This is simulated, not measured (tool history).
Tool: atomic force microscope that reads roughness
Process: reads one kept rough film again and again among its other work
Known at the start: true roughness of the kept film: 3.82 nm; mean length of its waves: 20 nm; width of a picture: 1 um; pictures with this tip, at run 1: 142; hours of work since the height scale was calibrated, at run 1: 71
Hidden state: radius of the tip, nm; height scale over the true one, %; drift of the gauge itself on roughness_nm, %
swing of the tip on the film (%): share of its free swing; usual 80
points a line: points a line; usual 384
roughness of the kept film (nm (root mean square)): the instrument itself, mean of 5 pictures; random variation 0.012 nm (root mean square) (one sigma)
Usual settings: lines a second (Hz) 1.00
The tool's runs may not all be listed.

run    day  lines a second (Hz)  swing of the tip on the film (%)  points a line  pictures with this tip  hours of work since the height scale was calibrated  roughness of the kept film (nm (root mean square))
  1  0.000                 1.00                                80            384                     142                                                   71                                               2.016
  2  0.275                 1.00                                80            523                     150                                                   76                                               2.011
  3  0.488                 1.00                                80            523                     156                                                   79                                               1.971
  4  0.854                 1.00                                80            523                     166                                                   85                                               1.944
  5  1.238                 1.20                                80            384                     177                                                   91                                               1.870
  6  1.654                 1.20                                80            384                     188                                                   97                                               1.818
  7  2.000                 1.20                                80            384                     198                                                  103                                               1.820
  8  2.250                 1.00                                80            384                     205                                                  107                                               1.812
  9  2.446                 1.00                                80            564                     210                                                  110                                               1.815
 10  2.721                 1.00                                80            564                     218                                                  114                                               1.778
     2.888  -- new tip fitted
 11  2.962                 1.00                                57            384                       2                                                  118                                               2.844
 12  3.408                 1.00                                57            700                      15                                                  125                                               2.802
 13  3.608                 1.00                                57            700                      20                                                  128                                               2.748
 14  4.025                 1.00                                57            700                      32                                                  135                                               2.674
 15  4.267                 2.83                                80            830                      39                                                  138                                               2.190
 16  4.512                 1.00                                73            840                      45                                                  142                                               2.518
     4.575  -- height scale calibrated on a step standard
 17  4.817                 0.78                                79            384                      53                                                    4                                               2.453
 18  5.067                 0.78                                71            384                      60                                                    8                                               2.454
 19  5.479                 0.78                                71            384                      71                                                   14                                               2.411

The next listed run, before its measurement:
 20  5.892                 0.78                                71            384                      83                                                   21                                                   ?

roughness of the kept film (nm (root mean square)): 2.334
Without the tool's hidden state the same run would have given roughness of the kept film (nm (root mean square)) 2.846.

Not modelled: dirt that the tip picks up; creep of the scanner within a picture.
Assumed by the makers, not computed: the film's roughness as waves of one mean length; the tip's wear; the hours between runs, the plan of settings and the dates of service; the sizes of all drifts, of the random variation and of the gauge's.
